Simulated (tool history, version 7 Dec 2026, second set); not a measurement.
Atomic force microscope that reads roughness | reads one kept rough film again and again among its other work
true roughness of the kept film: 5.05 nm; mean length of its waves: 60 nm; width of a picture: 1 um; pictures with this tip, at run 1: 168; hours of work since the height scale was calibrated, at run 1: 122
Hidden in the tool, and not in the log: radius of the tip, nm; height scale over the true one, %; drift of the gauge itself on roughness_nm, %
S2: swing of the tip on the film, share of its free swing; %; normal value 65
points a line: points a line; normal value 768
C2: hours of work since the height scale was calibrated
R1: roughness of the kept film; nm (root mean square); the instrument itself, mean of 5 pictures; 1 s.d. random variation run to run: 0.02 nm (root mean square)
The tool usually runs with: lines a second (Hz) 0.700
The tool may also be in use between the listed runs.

run 1 day=0.000 | lines_a_second_(Hz)=0.700 S2=65 points_a_line=768 | pictures_with_this_tip=168 C2=122 | R1=4.350
-- day=0.112 new tip fitted
run 2 day=1.254 | lines_a_second_(Hz)=0.700 S2=65 points_a_line=768 | pictures_with_this_tip=38 C2=144 | R1=4.703
run 3 day=2.012 | lines_a_second_(Hz)=0.700 S2=65 points_a_line=768 | pictures_with_this_tip=63 C2=157 | R1=4.642
run 4 day=2.854 | lines_a_second_(Hz)=0.700 S2=65 points_a_line=768 | pictures_with_this_tip=91 C2=172 | R1=4.545
run 5 day=3.683 | lines_a_second_(Hz)=3.840 S2=65 points_a_line=768 | pictures_with_this_tip=119 C2=186 | R1=4.023
run 6 day=4.679 | lines_a_second_(Hz)=3.840 S2=65 points_a_line=768 | pictures_with_this_tip=152 C2=204 | R1=3.967
-- day=5.333 new tip fitted
run 7 day=6.075 | lines_a_second_(Hz)=3.840 S2=65 points_a_line=768 | pictures_with_this_tip=25 C2=228 | R1=4.247
run 8 day=7.358 | lines_a_second_(Hz)=3.840 S2=58 points_a_line=768 | pictures_with_this_tip=67 C2=250 | R1=4.330
run 9 day=8.288 | lines_a_second_(Hz)=3.840 S2=58 points_a_line=768 | pictures_with_this_tip=98 C2=267 | R1=4.243
run 10 day=9.029 | lines_a_second_(Hz)=3.840 S2=66 points_a_line=768 | pictures_with_this_tip=123 C2=280 | R1=3.938
run 11 day=10.412 | lines_a_second_(Hz)=3.840 S2=66 points_a_line=768 | pictures_with_this_tip=169 C2=304 | R1=3.858
-- day=10.512 new tip fitted
run 12 day=11.475 | lines_a_second_(Hz)=3.840 S2=66 points_a_line=768 | pictures_with_this_tip=32 C2=322 | R1=4.158
run 13 day=12.242 | lines_a_second_(Hz)=3.840 S2=66 points_a_line=768 | pictures_with_this_tip=57 C2=335 | R1=4.130
run 14 day=13.375 | lines_a_second_(Hz)=0.700 S2=81 points_a_line=768 | pictures_with_this_tip=95 C2=355 | R1=4.347
run 15 day=14.175 | lines_a_second_(Hz)=2.175 S2=65 points_a_line=768 | pictures_with_this_tip=122 C2=369 | R1=4.180
run 16 day=14.933 | lines_a_second_(Hz)=2.175 S2=65 points_a_line=768 | pictures_with_this_tip=147 C2=383 | R1=4.150
-- day=15.054 height scale calibrated on a step standard
-- day=15.750 new tip fitted
run 17 day=15.779 | lines_a_second_(Hz)=2.175 S2=65 points_a_line=768 | pictures_with_this_tip=1 C2=12 | R1=4.534
run 18 day=16.750 | lines_a_second_(Hz)=2.175 S2=65 points_a_line=768 | pictures_with_this_tip=33 C2=29 | R1=4.401
run 19 day=18.171 | lines_a_second_(Hz)=2.175 S2=57 points_a_line=768 | pictures_with_this_tip=81 C2=54 | R1=4.460
run 20 day=19.329 | lines_a_second_(Hz)=2.175 S2=57 points_a_line=768 | pictures_with_this_tip=119 C2=74 | R1=4.388
run 21 day=20.242 | lines_a_second_(Hz)=2.708 S2=65 points_a_line=768 | pictures_with_this_tip=149 C2=90 | R1=4.093
-- day=20.971 new tip fitted
-- day=21.333 height scale calibrated on a step standard, once more
run 22 day=21.367 | lines_a_second_(Hz)=0.700 S2=75 points_a_line=768 | pictures_with_this_tip=12 C2=1 | R1=4.650
run 23 day=22.208 | lines_a_second_(Hz)=0.700 S2=75 points_a_line=768 | pictures_with_this_tip=40 C2=15 | R1=4.601
run 24 day=23.162 | lines_a_second_(Hz)=0.700 S2=75 points_a_line=768 | pictures_with_this_tip=72 C2=32 | R1=4.513
run 25 day=24.196 | lines_a_second_(Hz)=0.700 S2=75 points_a_line=768 | pictures_with_this_tip=106 C2=50 | R1=4.437
run 26 day=25.492 | lines_a_second_(Hz)=0.700 S2=65 points_a_line=768 | pictures_with_this_tip=149 C2=73 | R1=4.384
-- day=26.183 new tip fitted
run 27 day=26.629 | lines_a_second_(Hz)=0.700 S2=85 points_a_line=768 | pictures_with_this_tip=15 C2=92 | R1=4.500
run 28 day=27.304 | lines_a_second_(Hz)=2.299 S2=57 points_a_line=768 | pictures_with_this_tip=38 C2=104 | R1=4.570
run 29 day=28.325 | lines_a_second_(Hz)=0.700 S2=79 points_a_line=751 | pictures_with_this_tip=71 C2=122 | R1=4.444
run 30 day=29.712 | lines_a_second_(Hz)=0.700 S2=79 points_a_line=751 | pictures_with_this_tip=118 C2=146 | R1=4.352
run 31 day=30.471 | lines_a_second_(Hz)=1.248 S2=87 points_a_line=445 | pictures_with_this_tip=143 C2=159 | R1=3.919
run 32 day=31.112 | lines_a_second_(Hz)=0.700 S2=86 points_a_line=331 | pictures_with_this_tip=164 C2=171 | R1=4.119
-- day=31.371 new tip fitted
run 33 day=32.271 | lines_a_second_(Hz)=0.695 S2=83 points_a_line=262 | pictures_with_this_tip=30 C2=191 | R1=4.506
run 34 day=33.358 | lines_a_second_(Hz)=0.695 S2=83 points_a_line=262 | pictures_with_this_tip=66 C2=210 | R1=4.384
run 35 day=34.300 | lines_a_second_(Hz)=0.700 S2=77 points_a_line=534 | pictures_with_this_tip=98 C2=226 | R1=4.406
run 36 day=35.608 | lines_a_second_(Hz)=0.700 S2=77 points_a_line=534 | pictures_with_this_tip=141 C2=249 | R1=4.289
-- day=36.542 new tip fitted
run 37 day=36.762 | lines_a_second_(Hz)=0.700 S2=79 points_a_line=569 | pictures_with_this_tip=7 C2=269 | R1=4.617
run 38 day=37.458 | lines_a_second_(Hz)=0.700 S2=79 points_a_line=569 | pictures_with_this_tip=30 C2=281 | R1=4.557
run 39 day=38.429 | lines_a_second_(Hz)=2.863 S2=57 points_a_line=610 | pictures_with_this_tip=62 C2=298 | R1=4.427
run 40 day=39.492 | lines_a_second_(Hz)=2.863 S2=57 points_a_line=610 | pictures_with_this_tip=98 C2=317 | R1=4.340
run 41 day=40.575 | lines_a_second_(Hz)=2.863 S2=57 points_a_line=610 | pictures_with_this_tip=134 C2=335 | R1=4.277
-- day=41.721 new tip fitted
run 42 day=41.721 | lines_a_second_(Hz)=2.863 S2=57 points_a_line=610 | pictures_with_this_tip=0 C2=355 | R1=4.602
run 43 day=42.729 | lines_a_second_(Hz)=0.542 S2=65 points_a_line=768 | pictures_with_this_tip=34 C2=373 | R1=4.672
run 44 day=44.154 | lines_a_second_(Hz)=1.692 S2=56 points_a_line=987 | pictures_with_this_tip=81 C2=398 | R1=4.542
run 45 day=44.862 | lines_a_second_(Hz)=1.692 S2=80 points_a_line=987 | pictures_with_this_tip=105 C2=410 | R1=4.017
run 46 day=45.683 | lines_a_second_(Hz)=0.756 S2=67 points_a_line=323 | pictures_with_this_tip=132 C2=424 | R1=4.383
-- day=46.921 new tip fitted
run 47 day=46.921 | lines_a_second_(Hz)=0.536 S2=73 points_a_line=614 | pictures_with_this_tip=0 C2=446 | R1=4.707
run 48 day=48.179 | lines_a_second_(Hz)=0.536 S2=73 points_a_line=614 | pictures_with_this_tip=42 C2=468 | R1=4.616
run 49 day=49.262 | lines_a_second_(Hz)=0.700 S2=63 points_a_line=847 | pictures_with_this_tip=78 C2=487 | R1=4.558
run 50 day=50.200 | lines_a_second_(Hz)=0.700 S2=63 points_a_line=847 | pictures_with_this_tip=110 C2=503 | R1=4.467
run 51 day=51.617 | lines_a_second_(Hz)=0.700 S2=63 points_a_line=695 | pictures_with_this_tip=157 C2=528 | R1=4.387

Some steps in R1, run to run, broken into two amounts with sign: the step expected even without the hidden condition (settings, incoming material, random variation), and the rest, left for the hidden condition together with whatever gauge scatter is not in both the measured and the hidden-condition-free result:
Run 1 -> 2: new tip fitted. R1 +0.353 nm (root mean square): hidden state +0.361, all else -0.008.
Run 4 -> 5: lines a second (Hz) 0.700 -> 3.840. R1 -0.522 nm (root mean square): hidden state -0.038, all else -0.484.
Run 16 -> 17: height scale calibrated on a step standard, new tip fitted. R1 +0.384 nm (root mean square): hidden state +0.366, all else +0.018.
Run 21 -> 22: lines a second (Hz) 2.708 -> 0.700, S2 65 -> 75, new tip fitted, height scale calibrated on a step standard, once more. R1 +0.557 nm (root mean square): hidden state +0.330, all else +0.227.
Run 36 -> 37: S2 77 -> 79, points a line 534 -> 569, new tip fitted. R1 +0.328 nm (root mean square): hidden state +0.336, all else -0.008.
Run 44 -> 45: S2 56 -> 80. R1 -0.525 nm (root mean square): hidden state -0.037, all else -0.488.
